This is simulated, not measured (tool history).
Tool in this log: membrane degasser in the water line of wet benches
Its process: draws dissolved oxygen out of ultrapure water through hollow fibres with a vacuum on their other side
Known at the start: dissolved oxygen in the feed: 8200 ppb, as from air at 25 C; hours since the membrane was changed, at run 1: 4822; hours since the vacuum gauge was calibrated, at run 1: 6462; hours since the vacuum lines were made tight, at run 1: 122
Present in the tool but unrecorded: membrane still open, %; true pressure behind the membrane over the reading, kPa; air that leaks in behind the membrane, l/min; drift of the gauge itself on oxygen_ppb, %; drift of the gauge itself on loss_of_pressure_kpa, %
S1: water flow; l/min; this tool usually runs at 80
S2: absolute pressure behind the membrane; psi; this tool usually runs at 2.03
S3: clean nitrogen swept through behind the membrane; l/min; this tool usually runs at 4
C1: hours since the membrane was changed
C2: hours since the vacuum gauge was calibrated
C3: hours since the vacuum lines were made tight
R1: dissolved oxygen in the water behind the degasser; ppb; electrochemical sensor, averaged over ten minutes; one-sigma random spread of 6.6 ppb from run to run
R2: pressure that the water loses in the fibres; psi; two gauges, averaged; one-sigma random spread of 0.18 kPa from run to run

run      day   S1    S2     S3    C1    C2    C3      R1     R2
  1        0   80  2.03      4  4822  6462   122   720.8  4.902
  2    4.542   80  2.03      4  4931  6571   231   729.8  4.891
  3    9.725   80  2.03      4  5056  6695   355   720.5  4.956
  4   15.479   80  2.03   6.07  5194  6834   493   592.8  4.927
  5   21.812   80  2.03   6.07  5346  6986   645   592.6  4.949
      23.325  -- vacuum gauge calibrated
  6   28.058   80     2      4  5495   114   795   707.6  4.985
  7   31.325   80     2      4  5574   192   873   708.1  4.921
  8   36.496   80  2.03      4  5698   316   997   688.4  4.968
  9   41.004   80  1.29      4  5806   424  1105   502.2  4.957
 10   46.604   80  1.29      4  5940   559  1240   506.2  4.995
 11   54.033   80  1.29      4  6119   737  1418   520.4  4.972
 12   59.896   80  1.29      4  6259   878  1559   512.2  5.034
 13   65.821   80  2.38      4  6402  1020  1701   809.5  4.975
 14   69.996   49  2.03      4  6502  1120  1801   426.6  3.073
 15   73.646   49  2.03      4  6589  1208  1889   436.6   3.06
 16   80.821   49  2.03      4  6762  1380  2061   444.9  3.072
 17   85.883   49  2.03      4  6883  1501  2182   447.2  3.054
 18   92.258  102  3.42      8  7036  1654  2335   916.1  6.402
 19   97.142   54  4.95   4.28  7153  1772  2453   977.4  3.394
 20  102.908   64  4.95   5.81  7292  1910  2591   911.4  4.012
     105.225  -- seals of the vacuum lines changed
 21  108.688   64  4.95   5.81  7428  2047    83   917.9  4.019
 22  114.467   64  4.95   5.81  7567  2185   222   911.6  4.064
 23  121.367  101  2.03   3.37  7733  2351   387   981.6  6.463
 24  127.454  113  2.03      4  7879  2497   534  1008.4  7.153
 25  132.558   89  2.38      4  8001  2620   656   907.5  5.642
 26  139.642   89  2.38      4  8171  2790   826   905.8  5.671
 27  146.388   93  2.03  11.83  8333  2951   988   551.5  5.915
 28  150.779   93  2.03  11.83  8439  3057  1093   551.7  5.986
 29  156.633  104  3.03      4  8579  3197  1234    1240  6.654
 30  162.033  104  3.03      4  8709  3327  1363  1249.3  6.673
     162.879  -- membrane cartridge changed
 31  169.317  104  3.03      4   154  3498  1534  1174.7  6.134
 32  173.483   88  2.03   3.52   254  3598  1634   805.9  5.181

Take each entry between the runs: how does the hidden state at the last listed run before it differ from the hidden state at the first listed run after it?
From run 5 to run 6: vacuum gauge calibrated (day 23.325)
  membrane still open, %: 94.9 -> 94.8; true pressure behind the membrane over the reading, kPa: 0.68 -> 0.03; air that leaks in behind the membrane, l/min: 0.0051 -> 0.0059
  difference, measured minus the result without the unlogged condition, R1: +60.7 -> +44.3 ppb; R2: +0.249 -> +0.258 psi
From run 20 to run 21: seals of the vacuum lines changed (day 105.225)
  membrane still open, %: 93 -> 92.9; true pressure behind the membrane over the reading, kPa: 0.2 -> 0.22; air that leaks in behind the membrane, l/min: 0.014 -> 0.0041
  difference, measured minus the result without the unlogged condition, R1: +50.6 -> +49.6 ppb; R2: +0.281 -> +0.287 psi
From run 30 to run 31: membrane cartridge changed (day 162.879)
  membrane still open, %: 91.7 -> 99.9; true pressure behind the membrane over the reading, kPa: 0.34 -> 0.36; air that leaks in behind the membrane, l/min: 0.0102 -> 0.011
  difference, measured minus the result without the unlogged condition, R1: +95.4 -> +17.5 ppb; R2: +0.555 -> +0.009 psi
